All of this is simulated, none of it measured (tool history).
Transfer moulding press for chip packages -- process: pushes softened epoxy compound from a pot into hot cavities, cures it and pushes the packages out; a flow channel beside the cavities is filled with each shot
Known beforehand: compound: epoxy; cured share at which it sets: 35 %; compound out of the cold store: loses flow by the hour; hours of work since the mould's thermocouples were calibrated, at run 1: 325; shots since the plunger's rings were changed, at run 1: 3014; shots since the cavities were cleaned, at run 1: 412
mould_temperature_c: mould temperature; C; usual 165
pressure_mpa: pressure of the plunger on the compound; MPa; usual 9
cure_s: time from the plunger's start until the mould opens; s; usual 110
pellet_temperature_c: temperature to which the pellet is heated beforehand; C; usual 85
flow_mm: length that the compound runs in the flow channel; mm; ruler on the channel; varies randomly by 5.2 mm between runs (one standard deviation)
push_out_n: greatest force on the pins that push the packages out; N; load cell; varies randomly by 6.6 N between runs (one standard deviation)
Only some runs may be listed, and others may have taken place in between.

| run | hour | mould_temperature_c | pressure_mpa | cure_s | pellet_temperature_c | hours of work since the mould's thermocouples were calibrated | shots since the plunger's rings were changed | shots since the cavities were cleaned | incoming compound's hours out of the cold store | flow_mm | push_out_n |
|---|---|---|---|---|---|---|---|---|---|---|---|
| 1 | 0 | 165 | 9 | 110 | 85 | 325 | 3014 | 412 | 18.4 | 554 | 257 |
|  | 36.1 | cavities cleaned with cleaning compound and waxed |
| 2 | 38.4 | 165 | 9.56 | 110 | 85 | 349 | 3409 | 25 | 29.9 | 556 | 253 |
| 3 | 84.2 | 165 | 9 | 110 | 93 | 380 | 3900 | 516 | 43 | 526 | 261 |
|  | 108.4 | cavities cleaned with cleaning compound and waxed |
| 4 | 128 | 165 | 9 | 110 | 85 | 409 | 4353 | 210 | 10.2 | 595 | 256 |
| 5 | 148.8 | 165 | 9 | 110 | 85 | 423 | 4576 | 433 | 16.2 | 564 | 264 |
| 6 | 169.1 | 165 | 9 | 110 | 85 | 436 | 4793 | 650 | 21.9 | 556 | 262 |
|  | 181.8 | cavities cleaned with cleaning compound and waxed |
| 7 | 209.1 | 165 | 9 | 110 | 85 | 462 | 5206 | 293 | 20.4 | 557 | 265 |

Estimate the outcome of run 8 from the log above:
| 8 | 246.2 | 165 | 9 | 110 | 85 | 487 | 5604 | 691 | 32.8 | ? | ? |

Run 8 produced flow_mm 530 mm, push_out_n 260 N.
If the tool had no hidden condition, the same run with the same run-to-run variation would have returned flow_mm 531 mm, push_out_n 256 N.

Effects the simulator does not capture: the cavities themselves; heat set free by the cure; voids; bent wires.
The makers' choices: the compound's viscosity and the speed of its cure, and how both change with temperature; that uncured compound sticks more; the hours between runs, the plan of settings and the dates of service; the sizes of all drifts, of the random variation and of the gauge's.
